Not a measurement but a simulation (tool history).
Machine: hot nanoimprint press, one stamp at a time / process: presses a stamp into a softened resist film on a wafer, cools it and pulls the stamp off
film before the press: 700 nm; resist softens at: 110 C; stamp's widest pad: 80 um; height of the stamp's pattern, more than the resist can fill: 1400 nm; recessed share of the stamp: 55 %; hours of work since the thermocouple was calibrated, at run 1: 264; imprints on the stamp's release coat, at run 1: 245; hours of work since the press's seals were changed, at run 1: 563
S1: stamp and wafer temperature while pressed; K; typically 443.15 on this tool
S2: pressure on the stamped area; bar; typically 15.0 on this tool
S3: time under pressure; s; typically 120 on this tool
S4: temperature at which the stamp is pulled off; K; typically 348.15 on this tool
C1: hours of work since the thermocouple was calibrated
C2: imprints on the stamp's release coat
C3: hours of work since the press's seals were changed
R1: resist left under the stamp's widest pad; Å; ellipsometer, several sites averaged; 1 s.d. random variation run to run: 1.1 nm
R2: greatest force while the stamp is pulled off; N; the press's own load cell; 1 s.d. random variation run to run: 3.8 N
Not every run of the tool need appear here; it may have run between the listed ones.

run 1 day=0.000 | S1=443.15 S2=15.0 S3=120 S4=348.15 | C1=264 C2=245 C3=563 | R1=3050 R2=195
run 2 day=0.879 | S1=443.15 S2=15.0 S3=120 S4=348.15 | C1=273 C2=310 C3=572 | R1=3047 R2=202
run 3 day=2.250 | S1=443.15 S2=15.0 S3=152 S4=348.15 | C1=286 C2=411 C3=586 | R1=2757 R2=204
run 4 day=3.046 | S1=443.15 S2=12.1 S3=120 S4=348.15 | C1=294 C2=470 C3=594 | R1=3328 R2=217
run 5 day=3.700 | S1=443.15 S2=12.1 S3=120 S4=348.15 | C1=301 C2=519 C3=601 | R1=3306 R2=225
run 6 day=4.508 | S1=443.15 S2=12.1 S3=120 S4=348.15 | C1=309 C2=579 C3=609 | R1=3306 R2=227
run 7 day=5.192 | S1=443.15 S2=12.1 S3=120 S4=348.15 | C1=316 C2=629 C3=616 | R1=3300 R2=224
run 8 day=6.242 | S1=443.15 S2=12.1 S3=120 S4=348.15 | C1=327 C2=707 C3=626 | R1=3311 R2=234
run 9 day=7.467 | S1=443.15 S2=15.0 S3=120 S4=348.15 | C1=339 C2=798 C3=638 | R1=3019 R2=235
-- day=8.558 stamp cleaned and given a new release coat
run 10 day=8.896 | S1=443.15 S2=15.0 S3=120 S4=348.15 | C1=351 C2=25 C3=650 | R1=3028 R2=185
run 11 day=10.033 | S1=443.15 S2=15.0 S3=120 S4=348.15 | C1=362 C2=109 C3=662 | R1=3029 R2=185
run 12 day=11.192 | S1=443.15 S2=15.0 S3=120 S4=345.15 | C1=374 C2=195 C3=673 | R1=3034 R2=205
run 13 day=11.829 | S1=443.15 S2=15.0 S3=120 S4=345.15 | C1=380 C2=242 C3=680 | R1=3027 R2=213
run 14 day=12.475 | S1=443.15 S2=15.0 S3=120 S4=348.15 | C1=387 C2=290 C3=686 | R1=3030 R2=195
-- day=12.717 plate thermocouple calibrated
run 15 day=13.575 | S1=443.15 S2=15.0 S3=120 S4=348.15 | C1=9 C2=362 C3=696 | R1=2956 R2=200
run 16 day=15.012 | S1=443.15 S2=15.0 S3=120 S4=348.15 | C1=23 C2=468 C3=710 | R1=2938 R2=209
run 17 day=15.950 | S1=443.15 S2=15.0 S3=120 S4=348.15 | C1=32 C2=538 C3=720 | R1=2938 R2=222
run 18 day=16.954 | S1=432.15 S2=13.5 S3=120 S4=348.15 | C1=43 C2=612 C3=730 | R1=4967 R2=218
run 19 day=18.354 | S1=432.15 S2=13.5 S3=120 S4=348.15 | C1=57 C2=716 C3=744 | R1=4907 R2=229
run 20 day=19.571 | S1=432.15 S2=13.5 S3=120 S4=348.15 | C1=69 C2=806 C3=756 | R1=4973 R2=236
-- day=20.300 plate thermocouple calibrated, once more
-- day=20.679 stamp cleaned and given a new release coat
run 21 day=21.208 | S1=437.15 S2=9.9 S3=136 S4=344.15 | C1=7 C2=40 C3=769 | R1=4586 R2=207
run 22 day=21.862 | S1=443.15 S2=20.9 S3=175 S4=339.15 | C1=13 C2=88 C3=775 | R1=2385 R2=224
run 23 day=23.233 | S1=449.15 S2=15.0 S3=72 S4=354.15 | C1=27 C2=189 C3=789 | R1=2910 R2=172
run 24 day=24.092 | S1=449.15 S2=15.0 S3=72 S4=354.15 | C1=36 C2=253 C3=798 | R1=2915 R2=175
run 25 day=25.521 | S1=440.15 S2=15.0 S3=120 S4=353.15 | C1=50 C2=359 C3=812 | R1=3661 R2=185
run 26 day=26.588 | S1=440.15 S2=15.0 S3=120 S4=353.15 | C1=61 C2=438 C3=823 | R1=3651 R2=194
run 27 day=27.346 | S1=440.15 S2=19.0 S3=120 S4=356.15 | C1=68 C2=494 C3=830 | R1=3336 R2=184
run 28 day=28.779 | S1=443.15 S2=11.0 S3=67 S4=348.15 | C1=83 C2=600 C3=845 | R1=4325 R2=220
run 29 day=30.192 | S1=433.15 S2=17.2 S3=174 S4=352.15 | C1=97 C2=704 C3=859 | R1=4231 R2=211

Predict each of these 5 candidate next runs independently; none follows another, all start after run 29:
run A day=31.054 | S1=437.15 S2=9.2 S3=64 S4=352.15 | C1=106 C2=768 C3=868 | R1=? R2=?
run B day=31.054 | S1=433.15 S2=21.3 S3=174 S4=344.15 | C1=106 C2=768 C3=868 | R1=? R2=?
run C day=31.054 | S1=455.15 S2=12.9 S3=174 S4=345.15 | C1=106 C2=768 C3=868 | R1=? R2=?
run D day=31.054 | S1=433.15 S2=15.0 S3=75 S4=347.15 | C1=106 C2=768 C3=868 | R1=? R2=?
run E day=31.054 | S1=452.15 S2=15.0 S3=120 S4=354.15 | C1=106 C2=768 C3=868 | R1=? R2=?

run=A R1=5525 R2=217
run=B R1=3954 R2=260
run=C R1=1596 R2=257
run=D R1=5437 R2=241
run=E R1=2037 R2=216
With no hidden state in the tool, these same runs would have given:
run=A R1=5504 R2=169
run=B R1=3832 R2=202
run=C R1=1560 R2=200
run=D R1=5378 R2=187
run=E R1=1983 R2=168

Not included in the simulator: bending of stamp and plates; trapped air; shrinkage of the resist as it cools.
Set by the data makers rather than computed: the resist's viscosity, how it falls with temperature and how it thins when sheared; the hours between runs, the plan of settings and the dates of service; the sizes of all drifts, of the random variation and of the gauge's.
